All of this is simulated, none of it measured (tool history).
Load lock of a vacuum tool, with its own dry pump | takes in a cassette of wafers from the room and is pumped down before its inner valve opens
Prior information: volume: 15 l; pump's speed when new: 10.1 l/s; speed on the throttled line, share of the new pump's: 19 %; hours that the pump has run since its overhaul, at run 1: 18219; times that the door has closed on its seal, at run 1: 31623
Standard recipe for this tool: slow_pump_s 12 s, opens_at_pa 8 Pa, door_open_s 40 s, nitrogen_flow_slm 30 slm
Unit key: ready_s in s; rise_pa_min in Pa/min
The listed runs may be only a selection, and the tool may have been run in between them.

run,day,slow_pump_s,opens_at_pa,door_open_s,nitrogen_flow_slm,hours that the pump has run since its overhaul,times that the door has closed on its seal,"incoming humidity of the room's air, %",ready_s,rise_pa_min
1,0,12,8,40,30,18219,31623,44.6,25.4,0.307
2,12.383,12,8,40,30,18516,32310,45.9,25.3,0.32
3,25.917,12,8,40,43,18841,33059,49.1,25.6,0.336
4,37.692,12,8,40,9,19124,33712,49,25.3,0.368
5,47.383,12,8,40,9,19356,34249,44.6,25.6,0.375
6,59.725,12,10,40,30,19653,34933,45.2,25.1,0.348
7,70.046,12,10,40,30,19900,35505,45.5,25.3,0.37
8,81.962,8,8,40,30,20186,36165,44.5,22.3,0.372
# day 86.438: door's seal changed, seat wiped
9,97.162,8,8,40,30,20550,594,43,22.4,0.066
10,116.383,8,9,57,30,21011,1659,40.2,22.4,0.067
11,125.554,21,8,40,30,21231,2167,46.5,32.7,0.076
12,140.038,11,6,81,30,21579,2970,43.9,25.4,0.083
13,152.35,12,8,48,29,21874,3652,51.8,25.8,0.089
14,164.375,11,11,48,37,22163,4319,44.1,24.4,0.071
15,173.608,13,11,48,40,22384,4830,45,25.8,0.077
16,185.808,12,10,56,30,22677,5506,46.4,25.4,0.095
17,199.117,9,8,205,30,22997,6244,45,23.5,0.137

Branching from run 17: 3 alternative next runs. What would each branch give?
A,207.542,7,8,170,10,23199,6711,44.6,?,?
B,207.542,11,8,125,30,23199,6711,45.4,?,?
C,207.542,22,8,35,30,23199,6711,43.4,?,?

run,ready_s,rise_pa_min
A,21.8,0.168
B,25.2,0.12
C,33.4,0.085
With no hidden state in the tool, these same runs would have given:
run,ready_s,rise_pa_min
A,19.8,0.139
B,23.2,0.092
C,31.8,0.057
